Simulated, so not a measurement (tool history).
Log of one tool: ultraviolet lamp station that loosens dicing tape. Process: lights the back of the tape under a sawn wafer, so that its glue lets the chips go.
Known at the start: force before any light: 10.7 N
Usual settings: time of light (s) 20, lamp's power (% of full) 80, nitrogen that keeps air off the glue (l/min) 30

run	hour	time of light (s)	lamp's power (% of full)	nitrogen that keeps air off the glue (l/min)	force that peels the tape off (N)	light that reached the tape (mJ/cm2)
1	0.0	20	80	30	1.231	172
2	40.6	20	80	30	1.301	163
3	88.8	11	80	30	3.315	88
4	138.2	11	80	30	3.586	82
5	191.6	11	80	30	3.780	80
# hour 230.1: window cleaned of glue's vapour
6	265.8	13	80	30	2.840	105
7	307.7	13	80	30	2.951	96
# hour 344.3: lamp changed
8	372.8	13	80	20	1.728	168
9	412.0	13	80	20	1.795	161
10	470.3	20	61	30	1.066	183
# hour 514.8: window cleaned of glue's vapour
11	529.6	20	96	30	0.340	311
12	595.3	20	80	30	0.552	251
13	643.7	20	80	30	0.600	246
14	676.9	20	80	20	0.875	238
15	722.9	34	80	30	0.260	390
# hour 797.4: window cleaned of glue's vapour
16	798.0	16	80	28	0.942	200
17	835.6	26	82	18	0.499	322
18	891.9	16	61	16	2.652	144
19	932.1	16	61	16	2.669	136
20	986.1	20	80	60	0.491	215
21	1038.2	20	80	26	0.982	210
# hour 1080.4: window cleaned of glue's vapour
22	1082.4	20	80	22	0.875	228
23	1127.9	20	97	46	0.361	273
24	1175.4	25	86	16	0.705	290
25	1222.9	18	64	14	2.578	152
26	1262.3	18	64	14	2.678	144
27	1302.4	36	64	14	0.814	281
28	1336.7	39	61	37	0.384	278

The same runs without the tool's hidden state, with the same run-to-run variation:
The hidden state here: lamp's light, % of a new lamp's; light that the window lets through, % of a clean one's; drift of the gauge itself on peel_n, %; drift of the gauge itself on dose_mj_cm2, %.
run	force that peels the tape off (N)	light that reached the tape (mJ/cm2)
1	0.439	281
2	0.434	277
3	1.471	154
4	1.519	152
5	1.526	153
6	1.121	183
7	1.107	178
8	1.487	183
9	1.477	180
10	0.776	213
11	0.308	330
12	0.445	278
13	0.451	282
14	0.621	279
15	0.224	474
16	0.733	224
17	0.372	373
18	2.010	173
19	1.937	170
20	0.307	278
21	0.516	282
22	0.576	277
23	0.257	341
24	0.402	377
25	1.614	204
26	1.612	200
27	0.379	403
28	0.232	412
